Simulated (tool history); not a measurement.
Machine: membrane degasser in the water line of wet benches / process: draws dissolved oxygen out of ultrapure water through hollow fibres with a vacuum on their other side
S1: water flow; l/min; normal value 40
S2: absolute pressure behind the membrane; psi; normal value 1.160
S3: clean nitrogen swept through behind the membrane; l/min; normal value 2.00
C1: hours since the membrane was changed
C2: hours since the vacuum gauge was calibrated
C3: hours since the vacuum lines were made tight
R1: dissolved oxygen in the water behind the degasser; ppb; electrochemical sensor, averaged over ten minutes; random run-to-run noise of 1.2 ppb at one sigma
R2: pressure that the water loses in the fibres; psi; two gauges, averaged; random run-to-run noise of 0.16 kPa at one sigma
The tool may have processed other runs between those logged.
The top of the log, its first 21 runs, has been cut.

| run | hour | S1 | S2 | S3 | C1 | C2 | C3 | R1 | R2 |
|---|---|---|---|---|---|---|---|---|---|
| 22 | 1254.9 | 34 | 1.256 | 1.65 | 2070 | 427 | 155 | 271.1 | 5.765 |
| 23 | 1341.0 | 40 | 1.160 | 2.20 | 2156 | 513 | 241 | 248.7 | 6.770 |
| 24 | 1393.5 | 40 | 1.160 | 2.20 | 2209 | 565 | 294 | 249.0 | 6.786 |
| 25 | 1450.6 | 40 | 1.160 | 2.20 | 2266 | 622 | 351 | 247.7 | 6.792 |
| 26 | 1525.7 | 40 | 1.160 | 2.20 | 2341 | 697 | 426 | 250.1 | 6.788 |
| 27 | 1615.4 | 45 | 2.390 | 1.63 | 2431 | 787 | 516 | 805.7 | 7.646 |
| 28 | 1702.0 | 40 | 2.097 | 2.31 | 2517 | 874 | 603 | 475.5 | 6.802 |
| 29 | 1779.6 | 62 | 1.160 | 2.00 | 2595 | 951 | 680 | 530.5 | 10.562 |
| 30 | 1841.5 | 39 | 0.879 | 2.85 | 2657 | 1013 | 742 | 143.1 | 6.595 |
| 31 | 1923.3 | 37 | 0.879 | 1.47 | 2738 | 1095 | 824 | 199.8 | 6.306 |
| 32 | 1979.4 | 37 | 0.879 | 1.47 | 2795 | 1151 | 880 | 198.5 | 6.295 |
| 33 | 2058.3 | 40 | 2.656 | 2.00 | 2873 | 1230 | 959 | 685.9 | 6.817 |

Here are 3 independent what-if runs from the current tool condition. What would each one return?
| A | 2101.7 | 40 | 2.656 | 4.82 | 2917 | 1273 | 1002 | ? | ? |
| B | 2101.7 | 35 | 0.866 | 2.36 | 2917 | 1273 | 1002 | ? | ? |
| C | 2101.7 | 32 | 0.789 | 5.68 | 2917 | 1273 | 1002 | ? | ? |

| run | R1 | R2 |
|---|---|---|
| A | 344.6 | 6.836 |
| B | 129.2 | 5.920 |
| C | 54.1 | 5.475 |
Stripped of hidden state, with their random variation kept, the same runs would have yielded:
| run | R1 | R2 |
|---|---|---|
| A | 337.5 | 6.708 |
| B | 122.8 | 5.810 |
| C | 50.4 | 5.374 |
